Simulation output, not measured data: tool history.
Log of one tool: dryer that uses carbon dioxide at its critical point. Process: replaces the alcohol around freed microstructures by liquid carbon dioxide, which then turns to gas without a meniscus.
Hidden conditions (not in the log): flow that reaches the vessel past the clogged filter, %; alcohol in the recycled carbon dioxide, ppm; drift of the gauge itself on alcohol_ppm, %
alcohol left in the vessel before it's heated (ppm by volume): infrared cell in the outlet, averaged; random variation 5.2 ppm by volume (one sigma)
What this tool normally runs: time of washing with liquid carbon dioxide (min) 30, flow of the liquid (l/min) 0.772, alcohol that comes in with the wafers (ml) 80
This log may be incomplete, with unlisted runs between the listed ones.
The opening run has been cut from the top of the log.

run	day	time of washing with liquid carbon dioxide (min)	flow of the liquid (l/min)	alcohol that comes in with the wafers (ml)	hours of work since the filter was changed	hours of work since the purifier's bed was changed	alcohol left in the vessel before it's heated (ppm by volume)
2	0.192	30	0.614	80	206	46	389
3	0.525	30	0.614	80	210	50	379
4	0.721	30	0.614	80	212	52	398
5	1.092	30	0.614	80	216	56	407
6	1.296	30	0.772	24	218	59	43
7	1.475	30	0.772	80	220	61	147
8	1.796	30	1.131	80	224	64	24
9	2.158	30	1.131	80	228	68	14
10	2.371	30	1.131	80	230	70	29
11	2.575	30	1.131	80	232	73	34
12	2.742	30	1.131	80	234	74	24
13	2.938	30	1.131	80	236	77	20
14	3.300	30	0.772	80	240	81	161
15	3.625	30	0.772	80	244	84	155
16	3.792	30	0.772	80	246	86	157
17	4.112	30	0.772	80	249	89	158
18	4.375	30	0.772	51	252	92	106
19	4.700	30	0.772	51	256	96	105
20	4.979	30	0.772	23	259	99	53
21	5.129	30	0.772	23	260	101	65
22	5.446	30	0.947	80	264	104	63
23	5.750	30	0.947	80	267	107	63
24	6.121	30	0.772	67	271	111	133
25	6.429	30	0.772	67	275	115	137
26	6.721	39	0.841	63	278	118	31

Forecast run 27:
27	7.021	39	0.879	68	281	121	?

alcohol left in the vessel before it's heated (ppm by volume): 22
Minus the tool's unlogged condition, the same run would have read alcohol left in the vessel before it's heated (ppm by volume) 7.

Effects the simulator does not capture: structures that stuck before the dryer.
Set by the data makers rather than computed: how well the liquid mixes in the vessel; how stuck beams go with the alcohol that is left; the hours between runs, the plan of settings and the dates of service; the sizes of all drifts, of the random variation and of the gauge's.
